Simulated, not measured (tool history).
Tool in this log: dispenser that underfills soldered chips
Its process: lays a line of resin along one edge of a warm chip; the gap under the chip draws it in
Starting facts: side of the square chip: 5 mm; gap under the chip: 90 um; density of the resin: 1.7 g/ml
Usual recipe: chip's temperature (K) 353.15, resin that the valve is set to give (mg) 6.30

run	day	chip's temperature (K)	resin that the valve is set to give (mg)	time until the resin shows at the far edge (s)	resin that the valve gave (mg)
1	0.000	353.15	6.30	19.6	5.83
# day 0.279: new syringe of resin
2	0.404	353.15	6.30	17.4	5.77
# day 0.758: new syringe of resin
3	0.896	353.15	6.30	18.1	5.83
# day 1.188: new syringe of resin
4	1.271	353.15	6.30	16.9	5.77
5	1.583	353.15	6.30	25.6	5.76
# day 1.629: new syringe of resin
# day 2.067: new syringe of resin
6	2.279	353.15	6.30	19.9	5.77
# day 2.512: new syringe of resin
# day 2.962: new syringe of resin
7	2.992	353.15	6.30	16.0	5.63
8	3.371	359.15	6.30	21.7	5.71
# day 3.442: new syringe of resin
# day 3.483: dispensing valve cleaned and set on the balance
9	3.829	359.15	6.30	19.6	6.33
# day 3.962: new syringe of resin
10	4.246	353.15	7.21	21.8	7.15
# day 4.433: new syringe of resin
11	4.562	342.15	6.30	25.7	6.23
# day 4.904: new syringe of resin
12	5.267	342.15	6.30	34.0	6.18
# day 5.342: new syringe of resin
13	5.629	342.15	6.30	30.3	6.16
# day 5.796: new syringe of resin
14	6.092	353.15	6.30	22.6	5.99
# day 6.250: new syringe of resin
15	6.517	353.15	6.30	21.9	6.01
# day 6.679: new syringe of resin
16	6.979	353.15	6.30	22.5	6.07
# day 7.138: new syringe of resin
# day 7.583: new syringe of resin
17	7.679	353.15	6.30	17.4	5.92
# day 8.042: new syringe of resin
18	8.067	341.15	6.12	22.3	5.73
# day 8.500: new syringe of resin
19	8.512	365.15	7.29	11.3	6.70
20	8.900	365.15	7.29	17.7	6.79
# day 8.967: new syringe of resin
# day 9.417: new syringe of resin
21	9.417	365.15	7.29	10.8	6.65
22	9.708	342.15	7.88	30.1	7.29
# day 9.900: new syringe of resin
23	10.250	342.15	7.88	32.5	7.19
# day 10.338: new syringe of resin
24	10.658	350.15	6.30	25.0	5.77
# day 10.767: new syringe of resin
# day 11.200: new syringe of resin
25	11.250	350.15	6.30	18.5	5.63
26	11.583	351.15	7.43	26.2	6.75
# day 11.650: new syringe of resin
27	11.962	352.15	6.98	23.4	6.32
# day 12.112: new syringe of resin
# day 12.250: dispensing valve cleaned and set on the balance
# day 12.583: new syringe of resin
28	12.600	361.15	8.13	12.1	8.25
# day 13.062: new syringe of resin
29	13.071	361.15	8.13	11.5	7.99
# day 13.492: new syringe of resin
30	13.629	358.15	5.83	15.0	5.69
# day 13.942: new syringe of resin
31	14.188	358.15	5.83	18.5	5.72
# day 14.392: new syringe of resin
32	14.779	341.15	6.82	35.5	6.66
# day 14.838: new syringe of resin
# day 15.088: stage's temperature calibrated
# day 15.338: new syringe of resin
33	15.479	343.15	6.82	25.8	6.49

Forecast each of these 4 alternatives for the next run:
# day 15.767: new syringe of resin
A	15.833	344.15	8.02	?	?
# day 15.767: new syringe of resin
B	15.833	340.15	5.88	?	?
# day 15.767: new syringe of resin
C	15.833	347.15	7.50	?	?
# day 15.767: new syringe of resin
D	15.833	352.15	7.25	?	?

run	time until the resin shows at the far edge (s)	resin that the valve gave (mg)
A	22.9	7.77
B	25.8	5.69
C	20.4	7.14
D	18.4	6.89
Stripped of hidden state, with their random variation kept, the same runs would have yielded:
run	time until the resin shows at the far edge (s)	resin that the valve gave (mg)
A	21.0	8.10
B	23.5	5.94
C	18.7	7.45
D	16.9	7.19
